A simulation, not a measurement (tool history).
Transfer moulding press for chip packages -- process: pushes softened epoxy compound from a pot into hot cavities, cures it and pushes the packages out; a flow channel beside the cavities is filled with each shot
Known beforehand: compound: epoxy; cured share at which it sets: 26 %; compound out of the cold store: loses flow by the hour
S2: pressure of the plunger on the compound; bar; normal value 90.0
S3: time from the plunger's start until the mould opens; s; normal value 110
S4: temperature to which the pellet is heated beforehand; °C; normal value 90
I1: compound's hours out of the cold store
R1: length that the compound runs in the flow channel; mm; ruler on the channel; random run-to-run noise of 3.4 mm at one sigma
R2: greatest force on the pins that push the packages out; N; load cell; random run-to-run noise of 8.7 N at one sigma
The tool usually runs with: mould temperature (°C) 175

run 1 day=0.000 | mould_temperature_(°C)=175 S2=90.0 S3=110 S4=90 | I1=25.0 | R1=679 R2=592
run 2 day=1.008 | mould_temperature_(°C)=175 S2=90.0 S3=110 S4=87 | I1=14.5 | R1=703 R2=605
-- day=1.200 cavities cleaned with cleaning compound and waxed
run 3 day=2.379 | mould_temperature_(°C)=175 S2=90.0 S3=110 S4=87 | I1=43.6 | R1=621 R2=540
run 4 day=3.312 | mould_temperature_(°C)=175 S2=90.0 S3=110 S4=87 | I1=37.3 | R1=638 R2=607
run 5 day=4.029 | mould_temperature_(°C)=175 S2=90.0 S3=103 S4=90 | I1=9.3 | R1=713 R2=704
-- day=4.396 cavities cleaned with cleaning compound and waxed
run 6 day=4.871 | mould_temperature_(°C)=175 S2=73.3 S3=110 S4=90 | I1=25.3 | R1=602 R2=453
run 7 day=5.612 | mould_temperature_(°C)=175 S2=73.3 S3=110 S4=90 | I1=35.9 | R1=576 R2=522
run 8 day=6.350 | mould_temperature_(°C)=175 S2=73.3 S3=110 S4=90 | I1=45.5 | R1=554 R2=568
-- day=7.525 cavities cleaned with cleaning compound and waxed
run 9 day=7.625 | mould_temperature_(°C)=175 S2=73.3 S3=110 S4=90 | I1=45.4 | R1=551 R2=395
run 10 day=8.354 | mould_temperature_(°C)=175 S2=73.3 S3=110 S4=90 | I1=20.7 | R1=604 R2=504
run 11 day=9.288 | mould_temperature_(°C)=175 S2=90.0 S3=110 S4=97 | I1=37.8 | R1=622 R2=561
run 12 day=10.312 | mould_temperature_(°C)=175 S2=90.0 S3=112 S4=90 | I1=11.0 | R1=693 R2=607
-- day=10.662 cavities cleaned with cleaning compound and waxed
run 13 day=11.196 | mould_temperature_(°C)=175 S2=90.0 S3=112 S4=90 | I1=15.8 | R1=681 R2=475
run 14 day=12.483 | mould_temperature_(°C)=175 S2=105.0 S3=110 S4=90 | I1=27.9 | R1=696 R2=559
-- day=13.838 cavities cleaned with cleaning compound and waxed
run 15 day=13.838 | mould_temperature_(°C)=175 S2=90.0 S3=110 S4=92 | I1=43.5 | R1=597 R2=385
-- day=14.817 plunger's sealing rings changed
run 16 day=14.817 | mould_temperature_(°C)=170 S2=108.2 S3=102 S4=86 | I1=21.3 | R1=773 R2=774
run 17 day=15.479 | mould_temperature_(°C)=170 S2=108.2 S3=102 S4=86 | I1=14.4 | R1=801 R2=870
run 18 day=16.346 | mould_temperature_(°C)=175 S2=70.4 S3=110 S4=93 | I1=13.1 | R1=631 R2=599
-- day=17.146 cavities cleaned with cleaning compound and waxed
run 19 day=17.375 | mould_temperature_(°C)=175 S2=70.4 S3=110 S4=93 | I1=34.9 | R1=572 R2=425
run 20 day=18.512 | mould_temperature_(°C)=170 S2=90.0 S3=110 S4=98 | I1=37.8 | R1=652 R2=659
run 21 day=19.838 | mould_temperature_(°C)=175 S2=100.2 S3=101 S4=90 | I1=9.8 | R1=759 R2=691
-- day=20.338 cavities cleaned with cleaning compound and waxed
run 22 day=21.267 | mould_temperature_(°C)=175 S2=74.2 S3=101 S4=90 | I1=12.9 | R1=642 R2=588
run 23 day=22.567 | mould_temperature_(°C)=177 S2=90.0 S3=93 S4=90 | I1=22.7 | R1=670 R2=683
-- day=23.467 cavities cleaned with cleaning compound and waxed
run 24 day=23.467 | mould_temperature_(°C)=177 S2=90.0 S3=93 S4=90 | I1=33.6 | R1=632 R2=436
run 25 day=24.229 | mould_temperature_(°C)=177 S2=71.5 S3=145 S4=90 | I1=15.0 | R1=608 R2=430
run 26 day=25.250 | mould_temperature_(°C)=168 S2=83.8 S3=121 S4=92 | I1=42.8 | R1=610 R2=660
run 27 day=25.867 | mould_temperature_(°C)=168 S2=83.8 S3=121 S4=92 | I1=43.1 | R1=612 R2=683
-- day=26.658 cavities cleaned with cleaning compound and waxed
run 28 day=27.308 | mould_temperature_(°C)=177 S2=83.8 S3=121 S4=92 | I1=44.9 | R1=575 R2=433
run 29 day=28.046 | mould_temperature_(°C)=179 S2=73.1 S3=136 S4=90 | I1=47.5 | R1=534 R2=451

Alternative continuations, all from the tool just after run 29; predict every row:
run A day=29.029 | mould_temperature_(°C)=181 S2=73.6 S3=110 S4=88 | I1=8.8 | R1=? R2=?
run B day=29.029 | mould_temperature_(°C)=180 S2=99.5 S3=92 S4=90 | I1=16.9 | R1=? R2=?
run C day=29.029 | mould_temperature_(°C)=177 S2=90.0 S3=109 S4=90 | I1=18.8 | R1=? R2=?

run=A R1=622 R2=526
run=B R1=698 R2=606
run=C R1=664 R2=562
What these runs would have given with no unlogged condition in the tool:
run=A R1=655 R2=336
run=B R1=735 R2=401
run=C R1=700 R2=367
